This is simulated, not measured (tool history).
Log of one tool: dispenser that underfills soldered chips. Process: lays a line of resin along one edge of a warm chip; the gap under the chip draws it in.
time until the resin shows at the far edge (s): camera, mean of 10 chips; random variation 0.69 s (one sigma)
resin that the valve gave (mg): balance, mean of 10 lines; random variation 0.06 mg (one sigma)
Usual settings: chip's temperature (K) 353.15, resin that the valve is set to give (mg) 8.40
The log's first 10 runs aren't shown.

run     day  chip's temperature (K)  resin that the valve is set to give (mg)  hours of work since the syringe was changed  hours of work since the valve was cleaned  hours of work since the stage was calibrated  time until the resin shows at the far edge (s)  resin that the valve gave (mg)
      3.679  -- new syringe of resin
 11   3.750                  345.15                                      8.40                                            1                                        108                                            67                                            90.1                            7.82
 12   3.946                  353.15                                      7.20                                            4                                        111                                            70                                            77.9                            6.67
      4.088  -- new syringe of resin
 13   4.417                  353.15                                      7.20                                            5                                        118                                            77                                            81.1                            6.67
      4.462  -- new syringe of resin
      4.679  -- dispensing valve cleaned and set on the balance
 14   4.804                  355.15                                      8.40                                            5                                          2                                            82                                            69.4                            8.46
      4.896  -- new syringe of resin
 15   5.175                  353.15                                      8.40                                            4                                          8                                            88                                            74.0                            8.42
      5.292  -- new syringe of resin
 16   5.446                  353.15                                      8.40                                            2                                         12                                            92                                            68.4                            8.40
      5.679  -- new syringe of resin
 17   5.712                  353.15                                      8.40                                            1                                         16                                            96                                            62.1                            8.30
 18   6.012                  340.15                                      7.77                                            5                                         21                                           101                                           127.0                            7.61
      6.075  -- new syringe of resin
      6.462  -- new syringe of resin
 19   6.488                  340.15                                      7.77                                            0                                         28                                           109                                           104.4                            7.75
 20   6.796                  340.15                                      7.77                                            5                                         33                                           113                                           128.1                            7.61
      6.838  -- new syringe of resin
 21   7.196                  340.15                                      8.02                                            6                                         39                                           120                                           128.7                            7.83
      7.242  -- new syringe of resin
 22   7.446                  355.15                                      7.23                                            3                                         43                                           123                                            65.9                            7.18
      7.625  -- new syringe of resin
 23   7.842                  349.15                                      9.51                                            3                                         49                                           130                                            83.2                            9.32
      8.004  -- new syringe of resin
 24   8.325                  362.15                                      8.55                                            5                                         57                                           137                                            55.3                            8.32
      8.408  -- new syringe of resin
 25   8.650                  362.15                                      8.55                                            4                                         62                                           142                                            53.0                            8.21
      8.817  -- new syringe of resin
 26   9.104                  345.15                                      7.99                                            5                                         69                                           149                                           101.4                            7.64
      9.200  -- new syringe of resin
 27   9.471                  357.15                                      7.16                                            4                                         74                                           155                                            65.5                            6.81
      9.575  -- new syringe of resin
 28   9.692                  357.15                                      7.16                                            2                                         78                                           158                                            59.1                            6.90
      9.950  -- new syringe of resin
 29  10.108                  357.15                                      7.16                                            3                                         84                                           165                                            63.2                            6.71
     10.329  -- new syringe of resin
 30  10.333                  364.15                                      9.40                                            0                                         88                                           168                                            41.4                            8.93

The next listed run, before its measurement:
 31  10.629                  351.15                                      8.56                                            5                                         92                                           173                                               ?                               ?

time until the resin shows at the far edge (s): 81.3
resin that the valve gave (mg): 8.13
Without the tool's hidden state the same run would have given time until the resin shows at the far edge (s) 66.6, resin that the valve gave (mg) 8.58.
